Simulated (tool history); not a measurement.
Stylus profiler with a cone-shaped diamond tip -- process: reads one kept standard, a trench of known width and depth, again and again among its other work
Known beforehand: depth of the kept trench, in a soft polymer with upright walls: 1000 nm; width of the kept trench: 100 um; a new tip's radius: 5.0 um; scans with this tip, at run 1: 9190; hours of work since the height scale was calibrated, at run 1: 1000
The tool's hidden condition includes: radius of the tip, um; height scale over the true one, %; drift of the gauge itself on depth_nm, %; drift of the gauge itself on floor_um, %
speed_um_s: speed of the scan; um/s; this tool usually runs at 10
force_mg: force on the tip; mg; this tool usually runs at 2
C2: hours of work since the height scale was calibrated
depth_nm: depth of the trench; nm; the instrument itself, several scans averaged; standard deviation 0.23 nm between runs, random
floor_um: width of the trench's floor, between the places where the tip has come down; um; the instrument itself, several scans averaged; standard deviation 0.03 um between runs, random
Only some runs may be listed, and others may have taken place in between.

Run 1, day 0: usual settings; scans with this tip 9190; C2 1000. Result: depth_nm 1018.23 nm, floor_um 91.88 um.
Run 2, day 2.308: usual settings but speed_um_s 3 um/s; scans with this tip 9469; C2 1031. Result: depth_nm 1018.09 nm, floor_um 91.83 um.
Run 3, day 3.742: usual settings but speed_um_s 3 um/s; scans with this tip 9643; C2 1050. Result: depth_nm 1018.42 nm, floor_um 91.83 um.
Run 4, day 6.162: usual settings but speed_um_s 3 um/s; scans with this tip 9935; C2 1082. Result: depth_nm 1017.84 nm, floor_um 91.79 um.
Run 5, day 7.721: usual settings but speed_um_s 3 um/s, force_mg 1.05 mg; scans with this tip 10124; C2 1102. Result: depth_nm 1013.57 nm, floor_um 91.72 um.
Run 6, day 10.1: usual settings but speed_um_s 3 um/s, force_mg 1.05 mg; scans with this tip 10412; C2 1133. Result: depth_nm 1014.24 nm, floor_um 91.65 um.
Run 7, day 11.467: usual settings but speed_um_s 29 um/s, force_mg 2.93 mg; scans with this tip 10577; C2 1151. Result: depth_nm 1022.18 nm, floor_um 91.48 um.
Run 8, day 13.292: usual settings but speed_um_s 29 um/s, force_mg 2.93 mg; scans with this tip 10798; C2 1175. Result: depth_nm 1022.59 nm, floor_um 91.42 um.
Run 9, day 15.208: usual settings but speed_um_s 29 um/s, force_mg 0.71 mg; scans with this tip 11030; C2 1201. Result: depth_nm 1012.09 nm, floor_um 91.22 um.
Run 10, day 16.283: usual settings but speed_um_s 29 um/s, force_mg 0.71 mg; scans with this tip 11160; C2 1215. Result: depth_nm 1012.4 nm, floor_um 91.18 um.
Run 11, day 18.05: usual settings but speed_um_s 29 um/s, force_mg 0.71 mg; scans with this tip 11374; C2 1238. Result: depth_nm 1012.34 nm, floor_um 91.16 um.
Run 12, day 20.038: usual settings but speed_um_s 29 um/s, force_mg 0.71 mg; scans with this tip 11614; C2 1264. Result: depth_nm 1012.57 nm, floor_um 91.08 um.

Alternative continuations, all from the tool just after run 12; predict every row:
Run A, day 22.321: usual settings but speed_um_s 14 um/s, force_mg 0.83 mg; scans with this tip 11890; C2 1294. Result: depth_nm ?, floor_um ?.
Run B, day 22.321: usual settings but speed_um_s 13 um/s, force_mg 0.75 mg; scans with this tip 11890; C2 1294. Result: depth_nm ?, floor_um ?.
Run C, day 22.321: usual settings but speed_um_s 37 um/s, force_mg 1.81 mg; scans with this tip 11890; C2 1294. Result: depth_nm ?, floor_um ?.
Run D, day 22.321: usual settings but speed_um_s 29 um/s, force_mg 4.52 mg; scans with this tip 11890; C2 1294. Result: depth_nm ?, floor_um ?.

run  depth_nm  floor_um
  A   1013.18     91.22
  B   1012.92     91.23
  C   1018.52     91.13
  D   1028.85     91.24
The same runs, with their run-to-run variation unchanged, on a tool lacking any hidden condition would have given:
run  depth_nm  floor_um
  A   1007.08      93.8
  B   1006.82     93.81
  C   1012.39     93.71
  D   1022.65     93.83
